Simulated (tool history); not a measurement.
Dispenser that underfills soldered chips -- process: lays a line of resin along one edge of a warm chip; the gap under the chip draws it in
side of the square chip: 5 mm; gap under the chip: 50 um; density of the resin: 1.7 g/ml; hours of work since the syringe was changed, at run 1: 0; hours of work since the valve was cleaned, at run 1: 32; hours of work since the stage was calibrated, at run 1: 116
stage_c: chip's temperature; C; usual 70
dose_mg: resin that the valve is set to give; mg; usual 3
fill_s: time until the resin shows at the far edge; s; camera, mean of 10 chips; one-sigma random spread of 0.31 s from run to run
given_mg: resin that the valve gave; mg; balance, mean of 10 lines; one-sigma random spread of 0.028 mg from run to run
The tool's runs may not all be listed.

run    day  stage_c  dose_mg  hours of work since the syringe was changed  hours of work since the valve was cleaned  hours of work since the stage was calibrated  fill_s  given_mg
  1      0       70        3                                            0                                         32                                           116    10.6      2.98
  2  0.112       73        3                                            2                                         35                                           118     9.1      2.93
  3  0.217       73        3                                            4                                         37                                           120    10.6      2.95
  4  0.333       73        3                                            6                                         39                                           122    11.5      3.02
     0.433  -- new syringe of resin
  5  0.521       70        3                                            2                                         42                                           125    11.1      2.97
  6  0.683       60        3                                            5                                         45                                           129      21      2.98
  7  0.804       60        3                                            7                                         47                                           131    23.4      2.93
     0.871  -- new syringe of resin
  8  0.975       60        3                                            2                                         50                                           134    17.7      2.99
  9   1.15       60        3                                            5                                         54                                           137    20.8      2.89
     1.317  -- new syringe of resin
 10  1.383       60        3                                            1                                         58                                           141    17.5      2.91
 11  1.579       60        3                                            5                                         62                                           145    21.8      2.92
 12  1.688       60        3                                            7                                         64                                           147    23.7      2.93
     1.762  -- new syringe of resin
 13  1.812       60        3                                            1                                         66                                           149    17.9      2.93
 14  2.008       60        3                                            5                                         69                                           153    21.4       2.9
     2.204  -- new syringe of resin
 15  2.225       60        3                                            0                                         73                                           157    16.9      2.94
 16  2.325       70        3                                            2                                         75                                           159    11.6      2.91
 17  2.538       70        3                                            6                                         79                                           163      13      2.87
      2.65  -- new syringe of resin
 18  2.775       70        3                                            2                                         84                                           167    11.4       2.9
 19  2.962       70        3                                            6                                         87                                           170      14      2.95
     3.092  -- new syringe of resin
 20  3.142       78     2.59                                            1                                         90                                           174     7.2      2.48
 21  3.329       60     2.59                                            4                                         94                                           177    22.3      2.46
     3.533  -- new syringe of resin
 22  3.546       70     2.94                                            0                                         98                                           181      10      2.82
 23   3.75       64     2.74                                            4                                        101                                           185    16.7      2.61
 24  3.862       60     2.85                                            6                                        104                                           187      23      2.71
     3.988  -- new syringe of resin
 25  4.079       60     2.85                                            2                                        107                                           191    18.7       2.7
 26  4.292       79      3.5                                            6                                        111                                           195     8.5      3.35
     4.425  -- new syringe of resin
 27    4.5       64        3                                            1                                        115                                           199    15.3      2.83
 28  4.708       64        3                                            5                                        119                                           203    18.1      2.88
     4.862  -- new syringe of resin
 29  4.946       70     2.71                                            2                                        123                                           207    10.7      2.59
 30  5.067       60     2.88                                            4                                        126                                           209    21.2      2.73
 31  5.179       60     3.71                                            6                                        128                                           211    22.6      3.53
       5.3  -- new syringe of resin
 32  5.404       60     3.71                                            2                                        132                                           215    17.8      3.53
 33    5.5       60     3.71                                            4                                        134                                           217    20.1      3.52
 34  5.604       60     3.71                                            6                                        136                                           219    21.8      3.52
     5.754  -- new syringe of resin
 35  5.783       60     3.71                                            1                                        139                                           222    17.1      3.49
     5.896  -- dispensing valve cleaned and set on the balance
 36  5.975       67     3.34                                            3                                          1                                           225    13.5       3.3

4 options for the next run, each taken on its own from the tool as it stands now. Forecast them:
  A  6.154       83      3.4                                            7                                          5                                           228       ?         ?
  B  6.154       63     2.63                                            7                                          5                                           228       ?         ?
  C  6.154       68        3                                            7                                          5                                           228       ?         ?
  D  6.154       59        3                                            7                                          5                                           228       ?         ?

run  fill_s  given_mg
  A     7.2      3.39
  B      21      2.62
  C    16.2      3.02
  D    25.8      3.08
Had the tool no hidden state, the same runs would have come out as:
run  fill_s  given_mg
  A     4.8      3.38
  B    13.9      2.62
  C    10.9      3.02
  D    17.3      3.08

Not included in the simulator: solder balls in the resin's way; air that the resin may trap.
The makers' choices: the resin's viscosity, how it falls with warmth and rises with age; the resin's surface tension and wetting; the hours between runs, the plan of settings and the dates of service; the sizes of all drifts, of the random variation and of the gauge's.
